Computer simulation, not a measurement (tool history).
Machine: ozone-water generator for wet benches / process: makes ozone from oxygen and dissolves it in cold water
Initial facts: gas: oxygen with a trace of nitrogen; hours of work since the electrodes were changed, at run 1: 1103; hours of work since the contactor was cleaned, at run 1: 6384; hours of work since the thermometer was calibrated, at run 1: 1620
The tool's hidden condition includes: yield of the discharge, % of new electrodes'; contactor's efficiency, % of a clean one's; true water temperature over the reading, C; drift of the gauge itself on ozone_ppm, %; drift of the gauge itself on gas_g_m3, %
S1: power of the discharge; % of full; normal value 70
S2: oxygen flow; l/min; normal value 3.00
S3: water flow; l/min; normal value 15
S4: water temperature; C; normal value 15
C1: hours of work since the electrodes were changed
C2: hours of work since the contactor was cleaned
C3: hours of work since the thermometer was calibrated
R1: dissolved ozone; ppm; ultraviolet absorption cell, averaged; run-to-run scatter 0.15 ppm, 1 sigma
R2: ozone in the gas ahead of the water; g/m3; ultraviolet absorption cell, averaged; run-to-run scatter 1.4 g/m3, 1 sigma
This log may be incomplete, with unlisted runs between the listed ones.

| run | day | S1 | S2 | S3 | S4 | C1 | C2 | C3 | R1 | R2 |
|---|---|---|---|---|---|---|---|---|---|---|
| 1 | 0.000 | 70 | 3.00 | 15 | 15 | 1103 | 6384 | 1620 | 18.2 | 263.4 |
| 2 | 1.229 | 70 | 3.00 | 19 | 15 | 1125 | 6406 | 1641 | 14.7 | 260.3 |
| 3 | 2.450 | 70 | 3.00 | 19 | 15 | 1146 | 6427 | 1663 | 14.4 | 261.9 |
| 4 | 3.950 | 70 | 3.00 | 19 | 15 | 1172 | 6453 | 1689 | 14.6 | 257.8 |
| 5 | 5.617 | 70 | 3.00 | 19 | 15 | 1201 | 6483 | 1718 | 14.6 | 262.0 |
| 6 | 8.058 | 70 | 3.00 | 15 | 8 | 1244 | 6525 | 1761 | 19.8 | 258.7 |
| 7 | 9.900 | 70 | 3.00 | 15 | 15 | 1276 | 6558 | 1793 | 18.2 | 262.4 |
| 8 | 11.575 | 70 | 3.00 | 15 | 15 | 1306 | 6587 | 1822 | 18.5 | 260.5 |
| 9 | 13.396 | 70 | 3.00 | 15 | 15 | 1338 | 6619 | 1854 | 18.1 | 259.9 |
| 10 | 15.542 | 70 | 3.00 | 15 | 7 | 1375 | 6656 | 1892 | 19.9 | 259.0 |
| 11 | 17.012 | 70 | 3.00 | 15 | 7 | 1401 | 6682 | 1918 | 19.7 | 260.2 |
| 12 | 19.212 | 70 | 3.00 | 15 | 15 | 1439 | 6721 | 1956 | 18.0 | 260.3 |
| 13 | 21.604 | 70 | 3.00 | 15 | 15 | 1481 | 6763 | 1998 | 17.8 | 259.5 |
| 14 | 23.271 | 70 | 3.00 | 15 | 15 | 1511 | 6792 | 2027 | 18.0 | 259.6 |
| 15 | 24.625 | 70 | 3.00 | 15 | 15 | 1534 | 6815 | 2051 | 18.3 | 258.7 |
| 16 | 26.483 | 70 | 3.00 | 15 | 15 | 1567 | 6848 | 2083 | 17.8 | 258.7 |
| 17 | 28.775 | 70 | 3.00 | 15 | 15 | 1607 | 6888 | 2124 | 18.0 | 259.4 |
|  | 29.567 | contactor cleaned |
| 18 | 30.271 | 75 | 1.57 | 15 | 15 | 1630 | 12 | 2147 | 17.9 | 389.4 |
| 19 | 32.088 | 81 | 3.30 | 14 | 17 | 1662 | 44 | 2179 | 21.4 | 270.9 |
| 20 | 33.317 | 81 | 3.30 | 14 | 17 | 1684 | 66 | 2200 | 21.5 | 271.8 |
| 21 | 34.942 | 81 | 3.30 | 12 | 17 | 1712 | 94 | 2229 | 24.4 | 271.2 |
| 22 | 36.642 | 77 | 3.00 | 15 | 8 | 1742 | 124 | 2258 | 21.5 | 275.1 |
| 23 | 38.979 | 70 | 3.00 | 22 | 15 | 1783 | 165 | 2299 | 12.8 | 258.3 |
| 24 | 40.604 | 70 | 4.36 | 23 | 15 | 1811 | 193 | 2328 | 12.9 | 212.1 |
| 25 | 41.862 | 48 | 4.50 | 23 | 10 | 1833 | 215 | 2350 | 10.8 | 161.0 |
| 26 | 43.500 | 48 | 4.50 | 23 | 10 | 1862 | 244 | 2378 | 10.7 | 162.5 |
| 27 | 45.683 | 48 | 1.63 | 12 | 10 | 1900 | 282 | 2417 | 17.4 | 280.7 |
| 28 | 47.983 | 49 | 3.00 | 15 | 15 | 1940 | 322 | 2457 | 14.6 | 205.3 |
| 29 | 50.317 | 70 | 2.48 | 13 | 12 | 1981 | 363 | 2498 | 21.7 | 286.7 |
| 30 | 51.688 | 70 | 2.46 | 10 | 15 | 2005 | 387 | 2522 | 26.4 | 286.7 |
| 31 | 53.246 | 70 | 2.46 | 10 | 8 | 2032 | 415 | 2549 | 28.5 | 282.8 |
| 32 | 54.412 | 56 | 2.31 | 15 | 15 | 2053 | 435 | 2570 | 15.5 | 255.3 |
| 33 | 55.612 | 70 | 1.71 | 21 | 19 | 2074 | 456 | 2591 | 11.8 | 351.8 |

Per-run results on a tool with no hidden state, each run keeping its own random variation:
| run | R1 | R2 |
|---|---|---|
| 1 | 19.2 | 267.3 |
| 2 | 15.5 | 264.3 |
| 3 | 15.2 | 265.9 |
| 4 | 15.4 | 261.9 |
| 5 | 15.4 | 266.3 |
| 6 | 20.9 | 263.0 |
| 7 | 19.2 | 266.9 |
| 8 | 19.5 | 265.1 |
| 9 | 19.1 | 264.5 |
| 10 | 21.0 | 263.8 |
| 11 | 20.8 | 265.0 |
| 12 | 19.1 | 265.3 |
| 13 | 18.9 | 264.6 |
| 14 | 19.1 | 264.8 |
| 15 | 19.4 | 264.0 |
| 16 | 18.9 | 264.1 |
| 17 | 19.1 | 264.9 |
| 18 | 18.4 | 398.1 |
| 19 | 22.1 | 277.4 |
| 20 | 22.2 | 278.4 |
| 21 | 25.2 | 277.9 |
| 22 | 22.2 | 281.7 |
| 23 | 13.2 | 264.4 |
| 24 | 13.3 | 217.1 |
| 25 | 11.1 | 163.9 |
| 26 | 11.0 | 165.5 |
| 27 | 17.9 | 286.0 |
| 28 | 15.1 | 209.3 |
| 29 | 22.4 | 294.2 |
| 30 | 27.4 | 294.2 |
| 31 | 29.6 | 290.3 |
| 32 | 16.0 | 261.1 |
| 33 | 12.2 | 361.4 |

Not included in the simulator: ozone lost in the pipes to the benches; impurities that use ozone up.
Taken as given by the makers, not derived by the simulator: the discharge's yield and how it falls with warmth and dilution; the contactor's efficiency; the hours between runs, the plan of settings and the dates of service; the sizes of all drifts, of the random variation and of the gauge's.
